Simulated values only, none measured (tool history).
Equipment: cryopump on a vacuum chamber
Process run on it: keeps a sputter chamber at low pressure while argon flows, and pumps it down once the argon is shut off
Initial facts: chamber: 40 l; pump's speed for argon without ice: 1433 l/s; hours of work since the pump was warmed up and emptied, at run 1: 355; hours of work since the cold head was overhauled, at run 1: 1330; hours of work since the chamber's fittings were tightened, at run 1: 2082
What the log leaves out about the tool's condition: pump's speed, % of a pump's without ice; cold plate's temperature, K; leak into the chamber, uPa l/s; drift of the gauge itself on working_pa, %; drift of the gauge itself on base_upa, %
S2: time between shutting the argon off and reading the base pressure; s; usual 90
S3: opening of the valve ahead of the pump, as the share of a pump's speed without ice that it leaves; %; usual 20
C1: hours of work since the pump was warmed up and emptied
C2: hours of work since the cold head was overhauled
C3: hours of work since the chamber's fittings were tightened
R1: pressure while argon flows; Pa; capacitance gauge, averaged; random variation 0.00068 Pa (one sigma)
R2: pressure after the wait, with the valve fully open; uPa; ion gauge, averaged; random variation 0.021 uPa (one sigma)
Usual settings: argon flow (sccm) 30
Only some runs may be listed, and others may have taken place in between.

run 1 hour=0.0 | argon_flow_(sccm)=30 S2=90 S3=20 | C1=355 C2=1330 C3=2082 | R1=0.1804 R2=2.01
run 2 hour=52.8 | argon_flow_(sccm)=30 S2=90 S3=20 | C1=392 C2=1367 C3=2119 | R1=0.1793 R2=2.12
run 3 hour=99.1 | argon_flow_(sccm)=30 S2=21 S3=20 | C1=425 C2=1400 C3=2152 | R1=0.1804 R2=2.93
run 4 hour=150.8 | argon_flow_(sccm)=30 S2=21 S3=20 | C1=461 C2=1436 C3=2188 | R1=0.1803 R2=2.88
run 5 hour=204.1 | argon_flow_(sccm)=30 S2=21 S3=20 | C1=499 C2=1474 C3=2226 | R1=0.1819 R2=3.00
run 6 hour=229.6 | argon_flow_(sccm)=30 S2=21 S3=20 | C1=517 C2=1492 C3=2243 | R1=0.1810 R2=2.98
run 7 hour=273.7 | argon_flow_(sccm)=30 S2=90 S3=20 | C1=548 C2=1523 C3=2275 | R1=0.1823 R2=2.18
run 8 hour=300.8 | argon_flow_(sccm)=18 S2=90 S3=20 | C1=567 C2=1542 C3=2294 | R1=0.1085 R2=2.31
run 9 hour=336.6 | argon_flow_(sccm)=52 S2=90 S3=20 | C1=592 C2=1567 C3=2319 | R1=0.3141 R2=2.24
run 10 hour=387.5 | argon_flow_(sccm)=52 S2=90 S3=20 | C1=628 C2=1603 C3=2355 | R1=0.3153 R2=2.29
run 11 hour=419.1 | argon_flow_(sccm)=30 S2=90 S3=36 | C1=650 C2=1625 C3=2377 | R1=0.1042 R2=2.35
run 12 hour=444.7 | argon_flow_(sccm)=30 S2=90 S3=20 | C1=668 C2=1643 C3=2395 | R1=0.1835 R2=2.28
run 13 hour=502.0 | argon_flow_(sccm)=34 S2=101 S3=20 | C1=708 C2=1683 C3=2435 | R1=0.2077 R2=2.38
run 14 hour=537.7 | argon_flow_(sccm)=30 S2=90 S3=52 | C1=734 C2=1708 C3=2460 | R1=0.0747 R2=2.39

Run 15 has not been measured yet. What should we expect?
run 15 hour=595.0 | argon_flow_(sccm)=30 S2=85 S3=42 | C1=774 C2=1749 C3=2501 | R1=? R2=?

R1: 0.0909 Pa
R2: 2.51 uPa
Without the tool's hidden state the same run would have given R1 0.0840 Pa, R2 0.48 uPa.

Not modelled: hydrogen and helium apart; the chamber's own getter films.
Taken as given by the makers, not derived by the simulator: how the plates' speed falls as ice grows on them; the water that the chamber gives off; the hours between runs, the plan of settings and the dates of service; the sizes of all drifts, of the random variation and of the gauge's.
